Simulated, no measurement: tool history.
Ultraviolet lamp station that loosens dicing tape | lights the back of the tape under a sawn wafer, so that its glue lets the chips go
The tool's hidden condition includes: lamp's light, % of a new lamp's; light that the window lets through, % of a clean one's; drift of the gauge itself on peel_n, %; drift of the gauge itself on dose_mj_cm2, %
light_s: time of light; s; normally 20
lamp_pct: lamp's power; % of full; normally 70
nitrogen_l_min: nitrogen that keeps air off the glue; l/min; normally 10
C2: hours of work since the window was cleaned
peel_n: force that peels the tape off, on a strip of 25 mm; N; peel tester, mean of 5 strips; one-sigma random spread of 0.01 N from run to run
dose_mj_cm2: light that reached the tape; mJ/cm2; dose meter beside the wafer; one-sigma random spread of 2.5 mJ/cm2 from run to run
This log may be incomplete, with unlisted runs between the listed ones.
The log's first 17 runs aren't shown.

{"run": 18, "hour": 260.3, "light_s": 20, "lamp_pct": 70, "nitrogen_l_min": 10, "hours of work of the lamp": 325, "C2": 10, "peel_n": 1.078, "dose_mj_cm2": 209}
{"run": 19, "hour": 273.0, "light_s": 20, "lamp_pct": 70, "nitrogen_l_min": 4, "hours of work of the lamp": 330, "C2": 16, "peel_n": 2.061, "dose_mj_cm2": 208}
{"run": 20, "hour": 289.5, "light_s": 20, "lamp_pct": 70, "nitrogen_l_min": 3, "hours of work of the lamp": 338, "C2": 24, "peel_n": 2.343, "dose_mj_cm2": 206}
{"hour": 305.3, "done": "window cleaned of glue's vapour, once more"}
{"run": 21, "hour": 306.7, "light_s": 20, "lamp_pct": 70, "nitrogen_l_min": 3, "hours of work of the lamp": 346, "C2": 1, "peel_n": 2.159, "dose_mj_cm2": 234}
{"run": 22, "hour": 322.1, "light_s": 20, "lamp_pct": 67, "nitrogen_l_min": 3, "hours of work of the lamp": 353, "C2": 8, "peel_n": 2.161, "dose_mj_cm2": 218}
{"run": 23, "hour": 337.3, "light_s": 11, "lamp_pct": 78, "nitrogen_l_min": 7, "hours of work of the lamp": 359, "C2": 14, "peel_n": 2.543, "dose_mj_cm2": 139}
{"run": 24, "hour": 351.0, "light_s": 27, "lamp_pct": 73, "nitrogen_l_min": 7, "hours of work of the lamp": 366, "C2": 21, "peel_n": 0.566, "dose_mj_cm2": 321}
{"run": 25, "hour": 364.7, "light_s": 27, "lamp_pct": 73, "nitrogen_l_min": 6, "hours of work of the lamp": 372, "C2": 27, "peel_n": 0.666, "dose_mj_cm2": 319}
{"run": 26, "hour": 385.1, "light_s": 19, "lamp_pct": 81, "nitrogen_l_min": 19, "hours of work of the lamp": 381, "C2": 36, "peel_n": 0.467, "dose_mj_cm2": 247}
{"run": 27, "hour": 402.0, "light_s": 20, "lamp_pct": 90, "nitrogen_l_min": 9, "hours of work of the lamp": 389, "C2": 44, "peel_n": 0.602, "dose_mj_cm2": 281}
{"run": 28, "hour": 413.6, "light_s": 17, "lamp_pct": 83, "nitrogen_l_min": 10, "hours of work of the lamp": 394, "C2": 49, "peel_n": 1.055, "dose_mj_cm2": 219}
{"run": 29, "hour": 426.5, "light_s": 16, "lamp_pct": 62, "nitrogen_l_min": 16, "hours of work of the lamp": 400, "C2": 55, "peel_n": 1.493, "dose_mj_cm2": 151}
{"run": 30, "hour": 446.3, "light_s": 16, "lamp_pct": 62, "nitrogen_l_min": 16, "hours of work of the lamp": 409, "C2": 64, "peel_n": 1.487, "dose_mj_cm2": 151}
{"run": 31, "hour": 460.2, "light_s": 16, "lamp_pct": 62, "nitrogen_l_min": 16, "hours of work of the lamp": 415, "C2": 70, "peel_n": 1.556, "dose_mj_cm2": 150}
{"run": 32, "hour": 472.3, "light_s": 17, "lamp_pct": 91, "nitrogen_l_min": 4, "hours of work of the lamp": 421, "C2": 76, "peel_n": 1.738, "dose_mj_cm2": 230}
{"run": 33, "hour": 490.0, "light_s": 10, "lamp_pct": 68, "nitrogen_l_min": 4, "hours of work of the lamp": 429, "C2": 84, "peel_n": 4.4, "dose_mj_cm2": 103}
{"run": 34, "hour": 501.5, "light_s": 10, "lamp_pct": 76, "nitrogen_l_min": 4, "hours of work of the lamp": 434, "C2": 89, "peel_n": 3.943, "dose_mj_cm2": 112}
{"run": 35, "hour": 513.0, "light_s": 12, "lamp_pct": 80, "nitrogen_l_min": 5, "hours of work of the lamp": 439, "C2": 94, "peel_n": 2.921, "dose_mj_cm2": 141}
{"run": 36, "hour": 530.9, "light_s": 12, "lamp_pct": 80, "nitrogen_l_min": 5, "hours of work of the lamp": 447, "C2": 102, "peel_n": 2.989, "dose_mj_cm2": 140}
{"run": 37, "hour": 546.0, "light_s": 26, "lamp_pct": 73, "nitrogen_l_min": 10, "hours of work of the lamp": 454, "C2": 109, "peel_n": 0.593, "dose_mj_cm2": 274}
{"run": 38, "hour": 564.1, "light_s": 20, "lamp_pct": 91, "nitrogen_l_min": 5, "hours of work of the lamp": 462, "C2": 117, "peel_n": 1.193, "dose_mj_cm2": 260}
{"run": 39, "hour": 574.1, "light_s": 20, "lamp_pct": 75, "nitrogen_l_min": 13, "hours of work of the lamp": 467, "C2": 122, "peel_n": 0.883, "dose_mj_cm2": 214}
{"run": 40, "hour": 592.3, "light_s": 26, "lamp_pct": 97, "nitrogen_l_min": 5, "hours of work of the lamp": 475, "C2": 130, "peel_n": 0.63, "dose_mj_cm2": 351}
{"run": 41, "hour": 608.7, "light_s": 26, "lamp_pct": 97, "nitrogen_l_min": 5, "hours of work of the lamp": 482, "C2": 137, "peel_n": 0.646, "dose_mj_cm2": 346}
{"run": 42, "hour": 623.2, "light_s": 40, "lamp_pct": 97, "nitrogen_l_min": 5, "hours of work of the lamp": 489, "C2": 144, "peel_n": 0.192, "dose_mj_cm2": 534}

Here are 5 independent what-if runs from the current tool condition. What would each one return?
{"run": "A", "hour": 636.1, "light_s": 35, "lamp_pct": 75, "nitrogen_l_min": 19, "hours of work of the lamp": 495, "C2": 150, "peel_n": "?", "dose_mj_cm2": "?"}
{"run": "B", "hour": 636.1, "light_s": 25, "lamp_pct": 83, "nitrogen_l_min": 7, "hours of work of the lamp": 495, "C2": 150, "peel_n": "?", "dose_mj_cm2": "?"}
{"run": "C", "hour": 636.1, "light_s": 40, "lamp_pct": 61, "nitrogen_l_min": 6, "hours of work of the lamp": 495, "C2": 150, "peel_n": "?", "dose_mj_cm2": "?"}
{"run": "D", "hour": 636.1, "light_s": 11, "lamp_pct": 97, "nitrogen_l_min": 14, "hours of work of the lamp": 495, "C2": 150, "peel_n": "?", "dose_mj_cm2": "?"}
{"run": "E", "hour": 636.1, "light_s": 13, "lamp_pct": 70, "nitrogen_l_min": 10, "hours of work of the lamp": 495, "C2": 150, "peel_n": "?", "dose_mj_cm2": "?"}

run=A peel_n=0.162 dose_mj_cm2=358
run=B peel_n=0.778 dose_mj_cm2=280
run=C peel_n=0.578 dose_mj_cm2=332
run=D peel_n=1.714 dose_mj_cm2=146
run=E peel_n=2.528 dose_mj_cm2=125
With no hidden state in the tool, these same runs would have given:
run=A peel_n=0.065 dose_mj_cm2=579
run=B peel_n=0.212 dose_mj_cm2=454
run=C peel_n=0.149 dose_mj_cm2=537
run=D peel_n=0.654 dose_mj_cm2=237
run=E peel_n=1.194 dose_mj_cm2=201
